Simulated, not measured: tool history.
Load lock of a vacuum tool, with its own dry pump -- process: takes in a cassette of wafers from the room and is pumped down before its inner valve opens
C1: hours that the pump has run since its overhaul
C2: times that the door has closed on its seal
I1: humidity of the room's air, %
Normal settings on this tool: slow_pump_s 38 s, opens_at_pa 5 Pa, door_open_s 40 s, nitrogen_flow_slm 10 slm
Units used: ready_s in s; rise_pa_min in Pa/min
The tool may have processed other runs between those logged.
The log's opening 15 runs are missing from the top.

run 16 hour=2066.7 | slow_pump_s=38 opens_at_pa=5 door_open_s=40 nitrogen_flow_slm=10 | C1=5973 C2=12938 | I1=46.5 | ready_s=67.2 rise_pa_min=0.019
run 17 hour=2236.6 | slow_pump_s=38 opens_at_pa=5 door_open_s=40 nitrogen_flow_slm=10 | C1=6143 C2=13306 | I1=44.9 | ready_s=67.8 rise_pa_min=0.019
run 18 hour=2447.3 | slow_pump_s=38 opens_at_pa=5 door_open_s=40 nitrogen_flow_slm=10 | C1=6354 C2=13763 | I1=47.7 | ready_s=67.2 rise_pa_min=0.018
run 19 hour=2536.2 | slow_pump_s=38 opens_at_pa=5 door_open_s=40 nitrogen_flow_slm=10 | C1=6443 C2=13955 | I1=45.3 | ready_s=67.6 rise_pa_min=0.019
run 20 hour=2621.9 | slow_pump_s=38 opens_at_pa=8 door_open_s=167 nitrogen_flow_slm=23 | C1=6528 C2=14141 | I1=48.5 | ready_s=64.5 rise_pa_min=0.035
run 21 hour=2831 | slow_pump_s=38 opens_at_pa=8 door_open_s=167 nitrogen_flow_slm=23 | C1=6738 C2=14594 | I1=45.9 | ready_s=65.1 rise_pa_min=0.024
run 22 hour=2970.2 | slow_pump_s=28 opens_at_pa=5 door_open_s=201 nitrogen_flow_slm=10 | C1=6877 C2=14895 | I1=42.8 | ready_s=59.1 rise_pa_min=0.048
run 23 hour=3138.5 | slow_pump_s=28 opens_at_pa=5 door_open_s=201 nitrogen_flow_slm=10 | C1=7045 C2=15260 | I1=43.2 | ready_s=60.1 rise_pa_min=0.057
run 24 hour=3227.2 | slow_pump_s=25 opens_at_pa=4 door_open_s=44 nitrogen_flow_slm=29 | C1=7134 C2=15452 | I1=45 | ready_s=57.8 rise_pa_min=0.005
run 25 hour=3393.8 | slow_pump_s=20 opens_at_pa=5 door_open_s=40 nitrogen_flow_slm=22 | C1=7300 C2=15813 | I1=46.4 | ready_s=52.6 rise_pa_min=0.012
run 26 hour=3599.9 | slow_pump_s=45 opens_at_pa=5 door_open_s=132 nitrogen_flow_slm=10 | C1=7506 C2=16259 | I1=45.9 | ready_s=73.1 rise_pa_min=0.045
run 27 hour=3783.9 | slow_pump_s=45 opens_at_pa=5 door_open_s=132 nitrogen_flow_slm=10 | C1=7690 C2=16658 | I1=44.7 | ready_s=72.7 rise_pa_min=0.038
run 28 hour=3883.2 | slow_pump_s=45 opens_at_pa=6 door_open_s=132 nitrogen_flow_slm=32 | C1=7790 C2=16873 | I1=43.3 | ready_s=72.9 rise_pa_min=0.016
run 29 hour=3981 | slow_pump_s=45 opens_at_pa=6 door_open_s=132 nitrogen_flow_slm=32 | C1=7888 C2=17085 | I1=45.1 | ready_s=71.6 rise_pa_min=0.019
run 30 hour=4136.4 | slow_pump_s=45 opens_at_pa=6 door_open_s=132 nitrogen_flow_slm=32 | C1=8043 C2=17421 | I1=43 | ready_s=71.8 rise_pa_min=0.018
run 31 hour=4222.5 | slow_pump_s=46 opens_at_pa=5 door_open_s=178 nitrogen_flow_slm=10 | C1=8129 C2=17608 | I1=46 | ready_s=72.9 rise_pa_min=0.05
run 32 hour=4393.9 | slow_pump_s=46 opens_at_pa=5 door_open_s=186 nitrogen_flow_slm=10 | C1=8300 C2=17979 | I1=47.2 | ready_s=74.2 rise_pa_min=0.05
run 33 hour=4594 | slow_pump_s=37 opens_at_pa=6 door_open_s=40 nitrogen_flow_slm=10 | C1=8500 C2=18412 | I1=47.3 | ready_s=65.4 rise_pa_min=0.023
run 34 hour=4717 | slow_pump_s=30 opens_at_pa=5 door_open_s=40 nitrogen_flow_slm=7 | C1=8624 C2=18679 | I1=45.8 | ready_s=60.9 rise_pa_min=0.019
run 35 hour=4831.8 | slow_pump_s=38 opens_at_pa=6 door_open_s=40 nitrogen_flow_slm=11 | C1=8738 C2=18928 | I1=43.6 | ready_s=66.4 rise_pa_min=0.017
run 36 hour=4929.2 | slow_pump_s=38 opens_at_pa=6 door_open_s=40 nitrogen_flow_slm=11 | C1=8836 C2=19139 | I1=46.1 | ready_s=66.4 rise_pa_min=0.021
run 37 hour=5025.8 | slow_pump_s=38 opens_at_pa=6 door_open_s=40 nitrogen_flow_slm=11 | C1=8932 C2=19348 | I1=42.5 | ready_s=66 rise_pa_min=0.021

Predict each of these 4 candidate next runs independently; none follows another, all start after run 37:
run A hour=5203.8 | slow_pump_s=38 opens_at_pa=7 door_open_s=40 nitrogen_flow_slm=10 | C1=9110 C2=19733 | I1=44.9 | ready_s=? rise_pa_min=?
run B hour=5203.8 | slow_pump_s=38 opens_at_pa=5 door_open_s=40 nitrogen_flow_slm=28 | C1=9110 C2=19733 | I1=45.4 | ready_s=? rise_pa_min=?
run C hour=5203.8 | slow_pump_s=23 opens_at_pa=5 door_open_s=200 nitrogen_flow_slm=10 | C1=9110 C2=19733 | I1=44.4 | ready_s=? rise_pa_min=?
run D hour=5203.8 | slow_pump_s=25 opens_at_pa=5 door_open_s=40 nitrogen_flow_slm=10 | C1=9110 C2=19733 | I1=47.4 | ready_s=? rise_pa_min=?

run=A ready_s=65 rise_pa_min=0.019
run=B ready_s=68.1 rise_pa_min=0.012
run=C ready_s=55.3 rise_pa_min=0.05
run=D ready_s=56.1 rise_pa_min=0.019
Without the tool's hidden state the same runs would have given:
run=A ready_s=65 rise_pa_min=0.019
run=B ready_s=68.1 rise_pa_min=0.012
run=C ready_s=55.3 rise_pa_min=0.05
run=D ready_s=56.1 rise_pa_min=0.018

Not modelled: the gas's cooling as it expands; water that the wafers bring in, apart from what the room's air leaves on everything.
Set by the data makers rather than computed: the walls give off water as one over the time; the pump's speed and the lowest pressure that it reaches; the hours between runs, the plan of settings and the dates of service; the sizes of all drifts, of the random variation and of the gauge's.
